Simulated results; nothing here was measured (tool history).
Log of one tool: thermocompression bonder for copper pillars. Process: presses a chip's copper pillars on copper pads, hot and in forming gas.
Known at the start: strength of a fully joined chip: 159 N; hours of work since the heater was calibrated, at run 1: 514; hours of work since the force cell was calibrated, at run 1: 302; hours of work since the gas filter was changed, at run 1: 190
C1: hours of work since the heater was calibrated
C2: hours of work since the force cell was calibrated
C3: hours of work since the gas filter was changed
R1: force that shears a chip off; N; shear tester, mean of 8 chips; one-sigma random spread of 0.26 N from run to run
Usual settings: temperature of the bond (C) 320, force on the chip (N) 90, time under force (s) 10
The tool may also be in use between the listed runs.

{"run": 1, "hour": 0.0, "temperature of the bond (C)": 320, "force on the chip (N)": 90, "time under force (s)": 10, "C1": 514, "C2": 302, "C3": 190, "R1": 101.8}
{"run": 2, "hour": 14.0, "temperature of the bond (C)": 320, "force on the chip (N)": 90, "time under force (s)": 10, "C1": 524, "C2": 313, "C3": 201, "R1": 102.3}
{"run": 3, "hour": 30.3, "temperature of the bond (C)": 320, "force on the chip (N)": 90, "time under force (s)": 10, "C1": 537, "C2": 326, "C3": 213, "R1": 102.5}
{"run": 4, "hour": 40.6, "temperature of the bond (C)": 320, "force on the chip (N)": 90, "time under force (s)": 10, "C1": 545, "C2": 334, "C3": 221, "R1": 102.3}
{"hour": 49.7, "done": "forming gas filter changed"}
{"run": 5, "hour": 55.5, "temperature of the bond (C)": 320, "force on the chip (N)": 108, "time under force (s)": 10, "C1": 556, "C2": 345, "C3": 4, "R1": 117.7}
{"run": 6, "hour": 71.7, "temperature of the bond (C)": 320, "force on the chip (N)": 108, "time under force (s)": 10, "C1": 569, "C2": 357, "C3": 17, "R1": 117.9}
{"run": 7, "hour": 80.6, "temperature of the bond (C)": 320, "force on the chip (N)": 90, "time under force (s)": 10, "C1": 576, "C2": 364, "C3": 24, "R1": 103.2}
{"run": 8, "hour": 93.4, "temperature of the bond (C)": 320, "force on the chip (N)": 90, "time under force (s)": 10, "C1": 586, "C2": 374, "C3": 34, "R1": 103.1}
{"run": 9, "hour": 105.4, "temperature of the bond (C)": 327, "force on the chip (N)": 90, "time under force (s)": 10, "C1": 595, "C2": 384, "C3": 43, "R1": 108.7}
{"run": 10, "hour": 113.9, "temperature of the bond (C)": 327, "force on the chip (N)": 90, "time under force (s)": 10, "C1": 602, "C2": 390, "C3": 50, "R1": 109.0}
{"run": 11, "hour": 128.0, "temperature of the bond (C)": 327, "force on the chip (N)": 90, "time under force (s)": 10, "C1": 612, "C2": 401, "C3": 61, "R1": 108.7}
{"run": 12, "hour": 138.6, "temperature of the bond (C)": 320, "force on the chip (N)": 90, "time under force (s)": 8, "C1": 621, "C2": 409, "C3": 69, "R1": 97.0}
{"run": 13, "hour": 151.4, "temperature of the bond (C)": 320, "force on the chip (N)": 90, "time under force (s)": 10, "C1": 631, "C2": 419, "C3": 79, "R1": 103.5}
{"run": 14, "hour": 166.3, "temperature of the bond (C)": 320, "force on the chip (N)": 90, "time under force (s)": 10, "C1": 642, "C2": 431, "C3": 90, "R1": 104.2}
{"run": 15, "hour": 174.8, "temperature of the bond (C)": 320, "force on the chip (N)": 90, "time under force (s)": 17, "C1": 649, "C2": 437, "C3": 97, "R1": 118.4}
{"run": 16, "hour": 190.1, "temperature of the bond (C)": 318, "force on the chip (N)": 90, "time under force (s)": 24, "C1": 661, "C2": 449, "C3": 109, "R1": 127.3}
{"run": 17, "hour": 198.5, "temperature of the bond (C)": 311, "force on the chip (N)": 87, "time under force (s)": 16, "C1": 667, "C2": 456, "C3": 115, "R1": 107.8}
{"run": 18, "hour": 208.4, "temperature of the bond (C)": 311, "force on the chip (N)": 87, "time under force (s)": 16, "C1": 675, "C2": 463, "C3": 123, "R1": 108.2}
{"run": 19, "hour": 216.6, "temperature of the bond (C)": 320, "force on the chip (N)": 94, "time under force (s)": 7, "C1": 681, "C2": 470, "C3": 129, "R1": 97.7}
{"run": 20, "hour": 232.1, "temperature of the bond (C)": 339, "force on the chip (N)": 77, "time under force (s)": 7, "C1": 693, "C2": 482, "C3": 141, "R1": 95.5}
{"run": 21, "hour": 249.3, "temperature of the bond (C)": 342, "force on the chip (N)": 110, "time under force (s)": 10, "C1": 706, "C2": 495, "C3": 155, "R1": 136.3}
{"run": 22, "hour": 264.3, "temperature of the bond (C)": 309, "force on the chip (N)": 120, "time under force (s)": 17, "C1": 718, "C2": 507, "C3": 166, "R1": 134.6}
{"run": 23, "hour": 275.3, "temperature of the bond (C)": 348, "force on the chip (N)": 130, "time under force (s)": 10, "C1": 727, "C2": 515, "C3": 175, "R1": 148.2}
{"run": 24, "hour": 282.3, "temperature of the bond (C)": 316, "force on the chip (N)": 74, "time under force (s)": 25, "C1": 732, "C2": 521, "C3": 180, "R1": 112.6}
{"run": 25, "hour": 297.3, "temperature of the bond (C)": 316, "force on the chip (N)": 90, "time under force (s)": 8, "C1": 744, "C2": 532, "C3": 192, "R1": 95.3}
{"hour": 301.1, "done": "gauge calibrated"}
{"run": 26, "hour": 313.4, "temperature of the bond (C)": 316, "force on the chip (N)": 68, "time under force (s)": 8, "C1": 756, "C2": 545, "C3": 204, "R1": 70.5}
{"run": 27, "hour": 323.4, "temperature of the bond (C)": 320, "force on the chip (N)": 101, "time under force (s)": 10, "C1": 764, "C2": 553, "C3": 212, "R1": 112.0}
{"run": 28, "hour": 330.7, "temperature of the bond (C)": 323, "force on the chip (N)": 124, "time under force (s)": 18, "C1": 770, "C2": 558, "C3": 218, "R1": 143.2}
{"run": 29, "hour": 337.6, "temperature of the bond (C)": 307, "force on the chip (N)": 124, "time under force (s)": 5, "C1": 775, "C2": 564, "C3": 223, "R1": 98.5}
{"hour": 343.7, "done": "forming gas filter changed"}
{"run": 30, "hour": 354.5, "temperature of the bond (C)": 306, "force on the chip (N)": 121, "time under force (s)": 11, "C1": 788, "C2": 576, "C3": 8, "R1": 118.3}

Measured minus without-hidden-state, run by run (identical run-to-run variation in each term; gauge scatter may differ):
The hidden state here: true temperature of the bond over the reading, C; force that reaches the chip, % of what is set; oxide that the forming gas leaves, % of the face; drift of the gauge itself on shear_n, %.
run=1 R1=+0.0
run=2 R1=+0.1
run=3 R1=+0.2
run=4 R1=+0.3
run=5 R1=+0.6
run=6 R1=+0.8
run=7 R1=+0.8
run=8 R1=+0.9
run=9 R1=+1.0
run=10 R1=+1.2
run=11 R1=+1.3
run=12 R1=+1.2
run=13 R1=+1.4
run=14 R1=+1.6
run=15 R1=+1.9
run=16 R1=+2.2
run=17 R1=+2.0
run=18 R1=+2.0
run=19 R1=+1.9
run=20 R1=+2.0
run=21 R1=+3.0
run=22 R1=+3.2
run=23 R1=+3.6
run=24 R1=+2.9
run=25 R1=+2.6
run=26 R1=+0.0
run=27 R1=+0.2
run=28 R1=+0.3
run=29 R1=+0.3
run=30 R1=+0.6
